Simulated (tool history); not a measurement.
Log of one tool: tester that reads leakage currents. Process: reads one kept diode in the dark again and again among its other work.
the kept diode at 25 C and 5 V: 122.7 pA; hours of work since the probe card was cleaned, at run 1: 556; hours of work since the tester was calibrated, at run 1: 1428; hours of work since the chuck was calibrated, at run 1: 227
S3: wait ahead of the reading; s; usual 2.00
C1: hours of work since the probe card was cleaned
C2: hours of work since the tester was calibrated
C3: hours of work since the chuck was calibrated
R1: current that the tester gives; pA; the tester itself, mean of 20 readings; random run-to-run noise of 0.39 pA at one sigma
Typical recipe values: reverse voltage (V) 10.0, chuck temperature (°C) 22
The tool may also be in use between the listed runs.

Run 1, day 0.000: usual settings; C1 556; C2 1428; C3 227. Result: R1 138.91 pA.
Run 2, day 4.008: usual settings but reverse voltage (V) 1.7; C1 603; C2 1475; C3 274. Result: R1 62.37 pA.
Run 3, day 7.638: usual settings but S3 0.34 s; C1 645; C2 1517; C3 316. Result: R1 144.76 pA.
Run 4, day 12.592: usual settings but S3 0.34 s; C1 702; C2 1574; C3 373. Result: R1 145.30 pA.
Run 5, day 16.629: usual settings but chuck temperature (°C) 38; C1 749; C2 1621; C3 420. Result: R1 515.93 pA.
Run 6, day 21.392: usual settings; C1 804; C2 1676; C3 475. Result: R1 144.82 pA.

Predict the results of run 7:
Run 7, day 25.812: usual settings but reverse voltage (V) 16.6, chuck temperature (°C) 46, S3 7.98 s; C1 855; C2 1727; C3 526. Result: R1 ?.

Run 7 produced R1 1216.91 pA.
The same run, on a tool lacking any hidden state, would have yielded R1 1157.17 pA.

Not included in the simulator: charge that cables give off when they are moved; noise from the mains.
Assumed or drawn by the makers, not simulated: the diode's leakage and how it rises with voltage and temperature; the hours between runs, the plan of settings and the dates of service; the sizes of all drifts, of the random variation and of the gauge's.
